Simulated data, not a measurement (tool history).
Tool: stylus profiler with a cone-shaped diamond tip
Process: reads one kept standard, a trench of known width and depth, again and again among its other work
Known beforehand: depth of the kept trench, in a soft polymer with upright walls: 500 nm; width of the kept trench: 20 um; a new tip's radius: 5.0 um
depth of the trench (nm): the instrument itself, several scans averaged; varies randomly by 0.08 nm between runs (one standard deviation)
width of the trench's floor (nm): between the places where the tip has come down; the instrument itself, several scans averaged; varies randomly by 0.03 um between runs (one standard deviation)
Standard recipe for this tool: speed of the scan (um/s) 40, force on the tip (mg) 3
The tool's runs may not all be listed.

run	hour	speed of the scan (um/s)	force on the tip (mg)	depth of the trench (nm)	width of the trench's floor (nm)
1	0	40	3	509.44	14930
2	40.4	40	3	509.39	14940
3	68.5	40	3	509.44	14890
4	110.3	40	1.36	505.31	14860
# hour 116.2: height scale calibrated on a step standard
5	170.3	40	1.36	505.06	14920
6	204.2	97	3	509.21	14740
7	236.5	97	6.38	515.56	14860
8	296.6	40	7.76	517.89	14870
9	352.8	40	7.76	517.82	14870
# hour 360.5: height scale calibrated on a step standard, once more
10	379.6	40	7.76	518.58	14860
11	407.6	40	7.76	518.47	14840
12	435.2	40	7.76	518.55	14790
13	463.9	144	6.19	515.9	14690

For each run, the measured value with the value that run would have given without the tool's hidden condition subtracted. The run-to-run variation is shared by both, the gauge scatter possibly not:
What the log doesn't record here: radius of the tip, um; height scale over the true one, %; drift of the gauge itself on depth_nm, %; drift of the gauge itself on floor_um, %.
run	depth of the trench (nm)	width of the trench's floor (nm)
1	-0.43	-630
2	-0.45	-650
3	-0.46	-660
4	-0.47	-670
5	-0.66	-690
6	-0.68	-700
7	-0.7	-710
8	-0.72	-740
9	-0.74	-750
10	-0.12	-760
11	-0.13	-770
12	-0.13	-780
13	-0.15	-790
